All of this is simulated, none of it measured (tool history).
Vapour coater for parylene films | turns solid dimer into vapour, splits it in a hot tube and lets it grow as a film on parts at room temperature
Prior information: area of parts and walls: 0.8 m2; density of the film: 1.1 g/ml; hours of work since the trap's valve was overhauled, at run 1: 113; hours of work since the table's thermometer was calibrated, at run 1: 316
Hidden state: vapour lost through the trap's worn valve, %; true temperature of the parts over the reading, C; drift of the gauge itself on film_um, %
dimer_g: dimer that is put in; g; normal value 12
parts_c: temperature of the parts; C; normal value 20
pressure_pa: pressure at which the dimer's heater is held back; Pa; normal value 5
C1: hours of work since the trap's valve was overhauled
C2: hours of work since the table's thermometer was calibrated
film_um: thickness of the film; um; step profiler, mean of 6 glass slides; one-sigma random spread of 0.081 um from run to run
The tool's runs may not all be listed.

Run 1, day 0: usual settings; C1 113; C2 316. Result: film_um 10.4 um.
Run 2, day 0.65: usual settings; C1 122; C2 325. Result: film_um 10.35 um.
Run 3, day 1.354: usual settings but pressure_pa 11.13 Pa; C1 131; C2 334. Result: film_um 9.31 um.
Run 4, day 2.012: usual settings but dimer_g 10 g; C1 140; C2 343. Result: film_um 8.49 um.
Run 5, day 2.488: usual settings but dimer_g 21 g; C1 147; C2 349. Result: film_um 17.89 um.
Run 6, day 3.321: usual settings but dimer_g 21 g; C1 158; C2 361. Result: film_um 17.96 um.
Run 7, day 3.804: usual settings but dimer_g 21 g; C1 164; C2 367. Result: film_um 17.86 um.
Run 8, day 4.238: usual settings but pressure_pa 8.96 Pa; C1 170; C2 373. Result: film_um 9.4 um.
Run 9, day 5.133: usual settings but pressure_pa 8.96 Pa; C1 182; C2 385. Result: film_um 9.37 um.
Run 10, day 5.854: usual settings but pressure_pa 3.1 Pa; C1 192; C2 395. Result: film_um 10.42 um.
Run 11, day 6.421: usual settings but pressure_pa 3.1 Pa; C1 200; C2 402. Result: film_um 10.41 um.
Run 12, day 7.012: usual settings but pressure_pa 3.1 Pa; C1 208; C2 410. Result: film_um 10.26 um.
Run 13, day 7.554: usual settings but pressure_pa 3.1 Pa; C1 215; C2 418. Result: film_um 10.43 um.
Run 14, day 8.312: usual settings; C1 225; C2 428. Result: film_um 9.83 um.
Run 15, day 9.05: usual settings but parts_c 23 C; C1 235; C2 438. Result: film_um 8.5 um.
Run 16, day 9.95: usual settings but parts_c 23 C; C1 247; C2 450. Result: film_um 8.53 um.
Run 17, day 10.388: usual settings but pressure_pa 9.3 Pa; C1 253; C2 456. Result: film_um 9.05 um.
Run 18, day 11.146: usual settings but pressure_pa 6.42 Pa; C1 263; C2 466. Result: film_um 9.53 um.
Run 19, day 11.571: usual settings but pressure_pa 6.42 Pa; C1 269; C2 472. Result: film_um 9.44 um.
Run 20, day 11.992: usual settings but pressure_pa 3.36 Pa; C1 275; C2 477. Result: film_um 10.01 um.
At day 12.225: trap's valve overhauled.
Run 21, day 12.896: usual settings but pressure_pa 3.4 Pa; C1 9; C2 487. Result: film_um 9.24 um.
Run 22, day 13.517: usual settings but pressure_pa 3.4 Pa; C1 17; C2 496. Result: film_um 9.29 um.
Run 23, day 14.1: usual settings but pressure_pa 3.4 Pa; C1 25; C2 504. Result: film_um 9.23 um.
Run 24, day 14.908: usual settings but parts_c 26 C, pressure_pa 5.51 Pa; C1 36; C2 515. Result: film_um 6.57 um.
Run 25, day 15.746: usual settings but dimer_g 17 g, parts_c 15 C, pressure_pa 4.84 Pa; C1 47; C2 526. Result: film_um 15.21 um.
Run 26, day 16.592: usual settings but dimer_g 17 g, parts_c 15 C, pressure_pa 4.84 Pa; C1 59; C2 537. Result: film_um 14.94 um.
At day 17.188: trap's valve overhauled, once more.
Run 27, day 17.538: usual settings but dimer_g 14 g, parts_c 15 C, pressure_pa 2.34 Pa; C1 5; C2 548. Result: film_um 15.48 um.
Run 28, day 18.408: usual settings but dimer_g 6 g, parts_c 25 C, pressure_pa 2.78 Pa; C1 16; C2 559. Result: film_um 4.51 um.
Run 29, day 18.904: usual settings but dimer_g 6 g, parts_c 32 C, pressure_pa 2.78 Pa; C1 23; C2 566. Result: film_um 3.24 um.
Run 30, day 19.725: usual settings but pressure_pa 5.81 Pa; C1 34; C2 577. Result: film_um 10.65 um.
Run 31, day 20.467: usual settings but dimer_g 9 g, parts_c 25 C, pressure_pa 10.63 Pa; C1 44; C2 587. Result: film_um 5.93 um.
Run 32, day 21.362: usual settings but dimer_g 11 g, parts_c 18 C, pressure_pa 8.75 Pa; C1 56; C2 599. Result: film_um 10.04 um.
Run 33, day 21.992: usual settings but dimer_g 10 g, parts_c 15 C, pressure_pa 3.18 Pa; C1 65; C2 608. Result: film_um 10.73 um.
Run 34, day 22.775: usual settings but dimer_g 7 g, parts_c 31 C, pressure_pa 6.09 Pa; C1 75; C2 618. Result: film_um 3.56 um.
Run 35, day 23.308: usual settings but parts_c 29 C, pressure_pa 7.7 Pa; C1 83; C2 626. Result: film_um 6.5 um.
Run 36, day 23.817: usual settings but pressure_pa 9.92 Pa; C1 89; C2 632. Result: film_um 9.75 um.
Run 37, day 24.642: usual settings but parts_c 17 C, pressure_pa 8.6 Pa; C1 100; C2 643. Result: film_um 11.36 um.
Run 38, day 25.133: usual settings but dimer_g 6 g, parts_c 24 C, pressure_pa 7.84 Pa; C1 107; C2 650. Result: film_um 4.07 um.
Run 39, day 25.779: usual settings but dimer_g 6 g, parts_c 24 C, pressure_pa 7.84 Pa; C1 116; C2 659. Result: film_um 4.06 um.
Run 40, day 26.575: usual settings but dimer_g 9 g, parts_c 17 C; C1 127; C2 670. Result: film_um 8.83 um.
Run 41, day 27.212: usual settings but dimer_g 9 g, pressure_pa 4.1 Pa; C1 135; C2 678. Result: film_um 7.82 um.
Run 42, day 27.7: usual settings but dimer_g 9 g, pressure_pa 4.1 Pa; C1 142; C2 685. Result: film_um 7.96 um.
Run 43, day 28.258: usual settings but dimer_g 8 g, parts_c 19 C, pressure_pa 11.18 Pa; C1 149; C2 692. Result: film_um 6.5 um.
Run 44, day 28.954: usual settings but dimer_g 8 g, parts_c 19 C, pressure_pa 11.18 Pa; C1 159; C2 702. Result: film_um 6.47 um.
Run 45, day 29.625: usual settings but dimer_g 9 g, pressure_pa 7.36 Pa; C1 168; C2 711. Result: film_um 7.31 um.
Run 46, day 30.071: usual settings but dimer_g 10 g, parts_c 17 C, pressure_pa 2.11 Pa; C1 174; C2 717. Result: film_um 10.46 um.

Here are 3 independent what-if runs from the current tool condition. What would each one return?
Run A, day 30.758: usual settings but dimer_g 10 g; C1 183; C2 726. Result: film_um ?.
Run B, day 30.758: usual settings but pressure_pa 5.03 Pa; C1 183; C2 726. Result: film_um ?.
Run C, day 30.758: usual settings but dimer_g 20 g, parts_c 21 C, pressure_pa 9.62 Pa; C1 183; C2 726. Result: film_um ?.

run  film_um
  A     8.55
  B    10.03
  C     14.9
With no hidden state in the tool, these same runs would have given:
run  film_um
  A     9.25
  B    10.85
  C    16.13
